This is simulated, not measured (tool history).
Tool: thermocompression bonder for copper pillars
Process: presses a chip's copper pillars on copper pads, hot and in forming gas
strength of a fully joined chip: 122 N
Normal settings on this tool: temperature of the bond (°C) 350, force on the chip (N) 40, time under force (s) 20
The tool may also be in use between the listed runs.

run	day	temperature of the bond (°C)	force on the chip (N)	time under force (s)	force that shears a chip off (N)
1	0	350	40	20	73.2
2	1.146	350	40	14	64.8
3	2.825	350	40	20	72.2
4	5.008	350	40	20	71.2
5	6.212	350	40	20	70.7
6	8.425	350	40	20	69.6
7	10.4	350	40	20	69.6
8	11.858	350	40	20	68.2
9	13.471	350	40	58	89
# day 15.558: forming gas filter changed
10	15.629	350	40	58	96.7
11	16.862	350	33	20	61.7
12	18.754	350	33	20	60.5
13	20.133	350	33	20	60.3
# day 22.233: heater calibrated with a thermocouple chip
14	22.446	324	33	20	43
15	23.625	324	33	20	42.9
16	25.383	324	33	20	42.6
17	26.538	350	40	25	69.4
18	27.558	350	40	25	69.7
19	28.929	339	42	25	65.7
20	30.983	350	40	41	79.8
21	32.562	350	40	41	78.2
# day 33.2: forming gas filter changed
22	33.629	350	40	41	85.1
23	34.583	350	40	41	83.6
24	36.404	331	40	20	57.7
25	38.479	350	39	42	81
26	40.508	350	39	42	82
27	42.217	350	39	42	80.7
28	43.692	350	47	42	90.8
29	44.633	379	26	37	66.9
30	46.767	346	25	12	30.7
31	48.1	371	47	17	82.2
32	49.342	371	47	17	80.4
# day 50.762: forming gas filter changed
33	51.4	361	47	52	105
34	53.475	357	40	37	86.4
35	55.442	352	32	22	58.1
36	56.525	352	45	22	78

The logged runs with the hidden state left out (each run's random variation unchanged):
Hidden state present: true temperature of the bond over the reading, C; force that reaches the chip, % of what is set; oxide that the forming gas leaves, % of the face; drift of the gauge itself on shear_n, %.
run	force that shears a chip off (N)
1	71.5
2	63.5
3	71.4
4	71.1
5	71.1
6	70.7
7	71.4
8	70.5
9	93.9
10	94.4
11	59.7
12	59.1
13	59.2
14	45.7
15	45.9
16	45.9
17	75
18	75.6
19	71.9
20	88
21	87
22	86.7
23	85.6
24	59.8
25	84.5
26	86.4
27	85.7
28	97
29	72.4
30	33.6
31	90.2
32	89
33	106.1
34	88.5
35	60.4
36	81.2
